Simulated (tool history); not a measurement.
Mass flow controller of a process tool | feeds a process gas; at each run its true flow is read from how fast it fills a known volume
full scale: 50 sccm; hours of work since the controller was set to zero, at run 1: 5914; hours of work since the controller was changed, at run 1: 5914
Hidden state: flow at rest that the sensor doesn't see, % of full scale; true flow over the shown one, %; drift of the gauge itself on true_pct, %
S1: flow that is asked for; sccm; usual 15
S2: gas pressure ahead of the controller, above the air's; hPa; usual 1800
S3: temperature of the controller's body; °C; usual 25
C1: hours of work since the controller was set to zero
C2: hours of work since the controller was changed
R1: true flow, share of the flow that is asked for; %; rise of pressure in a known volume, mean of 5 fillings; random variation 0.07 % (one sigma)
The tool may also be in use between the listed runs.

run	hour	S1	S2	S3	C1	C2	R1
1	0.0	15	1800	25	5914	5914	98.77
2	317.4	15	1800	26	6014	6014	98.67
3	693.6	15	1800	38	6132	6132	97.82
4	1161.6	15	1800	25	6279	6279	98.63
5	1661.4	5	1800	25	6436	6436	98.31
6	2201.7	30	1800	25	6606	6606	99.19
7	2651.3	15	1800	25	6747	6747	98.49
8	3092.3	15	1800	25	6885	6885	98.38
9	3350.6	15	1800	35	6966	6966	97.90
10	3680.0	15	1500	25	7070	7070	98.44
11	4238.1	15	1800	31	7245	7245	98.07
12	4835.1	7	2460	23	7433	7433	98.42
13	5269.6	42	2460	27	7569	7569	99.19
14	5855.0	21	1420	32	7753	7753	98.10
15	6123.0	21	1420	32	7837	7837	98.08

5 ways to go on from here, each from the tool as it stands after run 15. What would each give?
A	6583.2	34	1420	32	7982	7982	?
B	6583.2	47	2050	27	7982	7982	?
C	6583.2	10	2680	23	7982	7982	?
D	6583.2	16	1770	21	7982	7982	?
E	6583.2	21	1440	32	7982	7982	?

run	R1
A	98.51
B	99.34
C	98.46
D	98.55
E	98.10
Without the tool's hidden state the same runs would have given:
run	R1
A	98.94
B	99.78
C	98.89
D	98.98
E	98.53
